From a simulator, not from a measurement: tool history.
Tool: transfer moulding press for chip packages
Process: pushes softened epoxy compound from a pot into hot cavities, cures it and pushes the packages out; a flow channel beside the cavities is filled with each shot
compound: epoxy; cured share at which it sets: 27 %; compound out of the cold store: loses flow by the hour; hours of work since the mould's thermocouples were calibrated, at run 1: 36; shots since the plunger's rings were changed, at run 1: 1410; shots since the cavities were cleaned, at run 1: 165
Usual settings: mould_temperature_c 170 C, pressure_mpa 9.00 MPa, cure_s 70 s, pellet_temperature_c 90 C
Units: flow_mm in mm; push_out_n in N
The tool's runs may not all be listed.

run,hour,mould_temperature_c,pressure_mpa,cure_s,pellet_temperature_c,hours of work since the mould's thermocouples were calibrated,shots since the plunger's rings were changed,shots since the cavities were cleaned,incoming compound's hours out of the cold store,flow_mm,push_out_n
1,0.0,170,9.00,70,90,36,1410,165,41.3,666,516
# hour 18.5: cavities cleaned with cleaning compound and waxed
2,29.3,170,9.00,78,90,57,1876,181,20.3,737,633
# hour 45.2: cavities cleaned with cleaning compound and waxed
3,50.0,174,9.00,78,90,72,2196,81,13.7,751,431
4,68.5,174,9.00,78,90,86,2505,390,29.1,689,562
# hour 73.0: cavities cleaned with cleaning compound and waxed
# hour 87.9: plunger's sealing rings changed
5,93.6,174,9.00,78,90,102,94,302,9.6,778,535
# hour 103.3: cavities cleaned with cleaning compound and waxed
6,108.1,174,9.00,78,90,112,312,80,33.1,689,450
# hour 127.2: cavities cleaned with cleaning compound and waxed, once more
7,137.0,170,9.00,70,90,133,770,163,38.8,680,532
# hour 153.6: cavities cleaned with cleaning compound and waxed
8,154.0,170,9.00,70,90,145,1029,7,39.6,670,447
# hour 179.9: cavities cleaned with cleaning compound and waxed
9,179.9,170,9.00,70,90,164,1437,0,15.0,762,459
10,192.6,163,9.00,70,90,174,1648,211,10.0,806,948
# hour 207.4: cavities cleaned with cleaning compound and waxed
11,213.9,170,9.00,70,82,189,1979,109,12.4,766,522
12,226.4,170,9.00,70,90,198,2188,318,32.4,688,619
# hour 233.9: cavities cleaned with cleaning compound and waxed
13,250.6,170,9.00,70,90,216,2567,279,18.9,739,597
# hour 261.2: cavities cleaned with cleaning compound and waxed
# hour 266.1: plunger's sealing rings changed
14,282.5,170,7.96,70,90,237,274,314,39.9,639,587
# hour 291.5: cavities cleaned with cleaning compound and waxed
15,300.8,170,8.72,70,93,250,554,156,44.2,647,514
# hour 318.2: cavities cleaned with cleaning compound and waxed
16,330.4,170,7.03,70,95,271,1024,205,38.2,597,538
# hour 344.6: cavities cleaned with cleaning compound and waxed
17,353.9,170,7.65,70,95,288,1391,156,45.7,595,506
18,367.3,170,7.65,70,94,298,1615,380,44.2,603,606
# hour 372.1: cavities cleaned with cleaning compound and waxed
19,390.0,170,7.65,70,83,315,1969,298,47.8,592,581
# hour 398.8: cavities cleaned with cleaning compound and waxed
20,409.4,176,9.42,64,90,328,2268,178,43.5,654,493
# hour 425.5: cavities cleaned with cleaning compound and waxed
21,427.7,176,9.42,107,90,341,2548,36,16.6,743,407
# hour 441.5: plunger's sealing rings changed
# hour 455.7: cavities cleaned with cleaning compound and waxed
22,456.2,175,9.00,91,90,360,220,7,41.2,660,397
# hour 483.1: cavities cleaned with cleaning compound and waxed
23,485.9,163,8.10,70,90,382,691,45,41.5,656,674
24,497.7,170,9.00,63,97,391,889,243,40.2,670,636
# hour 509.7: cavities cleaned with cleaning compound and waxed
25,521.5,170,8.28,70,92,408,1261,197,16.3,725,549
# hour 536.2: cavities cleaned with cleaning compound and waxed
26,549.6,170,8.28,70,92,428,1705,223,38.8,647,548

3 ways to go on from here, each from the tool as it stands after run 26. What would each give?
# hour 562.6: cavities cleaned with cleaning compound and waxed
A,565.6,165,8.29,81,92,439,1948,50,16.8,?,?
# hour 562.6: cavities cleaned with cleaning compound and waxed
B,565.6,166,9.87,72,90,439,1948,50,23.9,?,?
# hour 562.6: cavities cleaned with cleaning compound and waxed
C,565.6,170,8.28,70,86,439,1948,50,19.0,?,?

run,flow_mm,push_out_n
A,738,487
B,773,544
C,712,500
Without the tool's hidden state the same runs would have given:
run,flow_mm,push_out_n
A,753,475
B,788,540
C,726,483
